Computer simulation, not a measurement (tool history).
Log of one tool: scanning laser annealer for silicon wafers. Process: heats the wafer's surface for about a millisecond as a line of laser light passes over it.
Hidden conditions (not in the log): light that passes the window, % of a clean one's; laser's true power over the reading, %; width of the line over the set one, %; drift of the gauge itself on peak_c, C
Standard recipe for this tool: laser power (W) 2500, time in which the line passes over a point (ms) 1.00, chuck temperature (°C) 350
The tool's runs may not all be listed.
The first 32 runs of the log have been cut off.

| run | hour | laser power (W) | time in which the line passes over a point (ms) | chuck temperature (°C) | hours of work since the window was cleaned | hours of work since the power meter was calibrated | hours of work since the optics were aligned | highest temperature of the surface (°C) |
|---|---|---|---|---|---|---|---|---|
| 33 | 1003.6 | 2216 | 0.79 | 359 | 22 | 125 | 124 | 919 |
| 34 | 1040.3 | 2165 | 1.00 | 350 | 38 | 141 | 140 | 967 |
| 35 | 1062.3 | 2663 | 0.76 | 372 | 48 | 151 | 150 | 1053 |
| 36 | 1095.3 | 2221 | 0.76 | 363 | 62 | 166 | 164 | 914 |
| 37 | 1116.7 | 2690 | 0.99 | 388 | 72 | 175 | 173 | 1174 |
| 38 | 1144.3 | 2499 | 1.00 | 360 | 84 | 187 | 186 | 1087 |
| 39 | 1164.3 | 2500 | 0.94 | 329 | 93 | 196 | 194 | 1031 |
| 40 | 1190.6 | 2500 | 0.94 | 329 | 104 | 208 | 206 | 1030 |
| 41 | 1226.5 | 2384 | 1.00 | 378 | 120 | 223 | 222 | 1062 |

What if the next run were any one of these 3? Each begins from the tool's condition after run 41:
| A | 1248.2 | 2519 | 1.24 | 378 | 130 | 233 | 231 | ? |
| B | 1248.2 | 2384 | 0.88 | 356 | 130 | 233 | 231 | ? |
| C | 1248.2 | 2438 | 1.04 | 327 | 130 | 233 | 231 | ? |

| run | highest temperature of the surface (°C) |
|---|---|
| A | 1194 |
| B | 991 |
| C | 1043 |
Without the tool's hidden state the same runs would have given:
| run | highest temperature of the surface (°C) |
|---|---|
| A | 1208 |
| B | 1002 |
| C | 1056 |
